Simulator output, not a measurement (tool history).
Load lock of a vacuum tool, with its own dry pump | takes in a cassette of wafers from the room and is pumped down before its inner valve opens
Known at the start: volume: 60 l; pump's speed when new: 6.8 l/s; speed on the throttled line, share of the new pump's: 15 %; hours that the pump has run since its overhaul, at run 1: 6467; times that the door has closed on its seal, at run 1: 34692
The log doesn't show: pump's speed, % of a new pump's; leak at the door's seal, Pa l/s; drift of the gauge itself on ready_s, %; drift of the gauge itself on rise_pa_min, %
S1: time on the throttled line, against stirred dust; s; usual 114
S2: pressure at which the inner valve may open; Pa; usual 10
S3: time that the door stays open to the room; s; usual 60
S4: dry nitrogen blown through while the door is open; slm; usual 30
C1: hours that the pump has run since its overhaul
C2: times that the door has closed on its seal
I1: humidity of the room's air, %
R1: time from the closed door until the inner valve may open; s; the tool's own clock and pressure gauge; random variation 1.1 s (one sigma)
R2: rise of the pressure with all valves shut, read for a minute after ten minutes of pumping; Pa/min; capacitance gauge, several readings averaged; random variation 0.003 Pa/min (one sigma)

run,hour,S1,S2,S3,S4,C1,C2,I1,R1,R2
1,0.0,114,10,60,30,6467,34692,47.7,184.4,0.208
2,266.6,114,10,60,30,6733,35406,41.6,183.1,0.214
3,614.1,114,10,60,30,7081,36336,42.3,184.4,0.224
4,879.6,114,10,60,30,7346,37046,44.1,183.6,0.226
5,1067.6,114,10,60,30,7534,37549,48.0,185.3,0.234
6,1261.3,114,10,60,30,7728,38068,45.5,184.5,0.230
7,1473.3,114,10,60,40,7940,38635,44.9,186.6,0.230
8,1821.8,114,10,60,35,8289,39568,41.0,186.1,0.242
9,2007.5,114,10,60,35,8474,40065,45.6,184.1,0.254
10,2276.4,114,12,60,30,8743,40784,47.8,185.2,0.256
11,2601.2,114,12,26,30,9068,41654,42.4,184.5,0.267
12,2792.1,114,12,26,30,9259,42165,45.6,182.7,0.271
13,3209.2,114,12,26,30,9676,43281,47.9,185.2,0.273
14,3493.4,114,12,26,30,9960,44042,43.3,187.1,0.285
15,3861.4,84,10,60,30,10328,45026,46.5,163.2,0.291
16,4134.7,114,10,60,30,10602,45758,47.2,187.4,0.304
17,4515.5,114,10,60,30,10982,46777,46.3,190.9,0.310
18,4935.5,114,10,60,30,11402,47901,48.5,187.2,0.327
19,5238.4,81,10,60,22,11705,48712,44.7,162.2,0.332
20,5439.0,155,19,60,7,11906,49248,44.5,216.4,0.349
21,5810.6,155,19,60,7,12277,50243,43.5,216.9,0.360
22,6231.8,114,16,74,41,12699,51370,46.8,184.1,0.360
23,6410.4,114,16,74,41,12877,51848,45.9,185.2,0.359
24,6627.5,155,10,67,14,13094,52429,44.4,225.8,0.381
25,6952.1,207,10,60,30,13419,53298,45.5,267.0,0.373
# hour 6987.3: dry pump taken out, an overhauled one fitted
26,7164.6,160,12,30,32,177,53850,46.1,214.7,0.373
27,7352.6,160,12,30,32,365,54354,42.4,216.0,0.384
28,7706.1,114,10,93,6,719,55300,44.2,179.1,0.416
29,8065.9,114,10,93,6,1079,56263,40.8,180.4,0.426
30,8468.8,195,12,52,6,1482,57341,45.7,247.3,0.441
31,8700.1,97,10,60,30,1713,57960,45.1,166.0,0.424
32,9075.1,97,10,60,30,2088,58964,42.4,166.4,0.437
33,9440.4,144,10,60,10,2453,59941,45.4,207.0,0.467
34,9689.0,114,10,88,30,2702,60606,46.4,181.1,0.453
35,10077.9,114,10,88,30,3091,61647,48.8,182.6,0.467
36,10501.1,114,9,60,19,3514,62780,44.8,183.3,0.477

The same runs without the tool's hidden state, with the same run-to-run variation:
run,R1,R2
1,179.6,0.013
2,178.1,0.012
3,179.2,0.013
4,178.1,0.014
5,179.7,0.016
6,178.7,0.014
7,180.6,0.008
8,179.9,0.007
9,177.7,0.016
10,178.7,0.013
11,177.8,0.015
12,176.0,0.011
13,178.1,0.008
14,179.4,0.009
15,154.6,0.008
16,179.4,0.014
17,182.4,0.012
18,178.5,0.013
19,152.2,0.015
20,208.7,0.025
21,208.9,0.028
22,174.7,0.015
23,175.6,0.008
24,216.3,0.021
25,258.5,0.010
26,215.0,0.011
27,216.1,0.010
28,179.1,0.033
29,180.2,0.032
30,246.6,0.031
31,165.3,0.012
32,165.4,0.004
33,206.0,0.029
34,179.8,0.013
35,181.0,0.014
36,181.1,0.011
